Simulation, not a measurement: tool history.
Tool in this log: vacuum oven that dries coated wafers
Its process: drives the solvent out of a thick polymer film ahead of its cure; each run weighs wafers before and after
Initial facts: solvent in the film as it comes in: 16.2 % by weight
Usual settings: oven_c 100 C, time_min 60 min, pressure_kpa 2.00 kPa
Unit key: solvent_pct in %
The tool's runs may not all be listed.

run	day	oven_c	time_min	pressure_kpa	solvent_pct
1	0.000	100	60	2.00	4.00
2	3.054	100	60	2.00	4.06
3	6.596	101	60	2.00	3.77
4	10.112	101	60	2.00	3.74
5	13.117	101	60	2.00	3.75
6	14.771	101	60	2.00	3.74
7	18.225	100	60	2.00	4.06
8	21.758	100	36	2.00	6.50
9	24.108	100	60	2.00	4.09
10	26.200	100	60	3.45	4.38
11	28.208	100	60	3.45	4.31
12	30.533	100	60	3.45	4.37
13	32.021	100	73	2.00	3.21
14	34.383	100	88	2.00	2.45
15	37.558	100	91	2.00	2.34
# day 39.700: vacuum gauge cleaned of residue and calibrated
16	40.996	87	60	2.00	8.25
17	42.938	100	60	2.00	4.11
18	46.471	100	60	2.00	4.09
19	48.788	100	60	2.00	4.05
20	50.329	100	60	2.00	4.06
21	52.917	100	98	2.00	2.08
22	56.454	100	98	2.00	2.04
23	58.296	87	60	2.00	8.38
24	61.150	87	60	2.00	8.29
25	64.012	108	60	3.88	2.17
26	66.279	108	60	4.31	2.21
27	68.708	108	60	4.31	2.22
28	70.692	91	47	6.04	8.80
29	73.746	91	43	6.04	9.15
30	75.846	109	78	1.47	0.90
31	78.625	109	78	1.47	0.87
32	81.304	87	78	1.77	7.23
# day 82.025: oven's thermocouples calibrated
33	84.775	102	58	1.18	3.46
34	88.338	100	67	1.01	3.38
35	90.250	100	67	1.01	3.34
36	93.371	96	75	1.39	4.24
37	96.412	100	83	2.57	2.80
38	97.962	100	83	2.57	2.80
39	100.946	96	43	1.08	6.77
40	102.412	96	43	1.08	6.83
41	104.396	96	73	3.96	4.92
42	106.362	90	42	1.31	8.74
# day 108.067: vacuum gauge cleaned of residue and calibrated
43	109.946	100	68	1.97	3.49
44	113.508	100	36	1.26	6.30
45	117.021	100	38	7.37	7.02
46	120.425	100	38	7.37	6.98
47	121.883	100	38	2.47	6.27

Each row is a separate what-if for the run after 47, all from the same tool condition, not one after another. Results?
A	123.667	100	60	1.79	?
B	123.667	96	60	3.18	?
C	123.667	97	31	3.10	?

run	solvent_pct
A	4.03
B	5.64
C	8.13
Without the tool's hidden state the same runs would have given:
run	solvent_pct
A	4.03
B	5.65
C	8.14
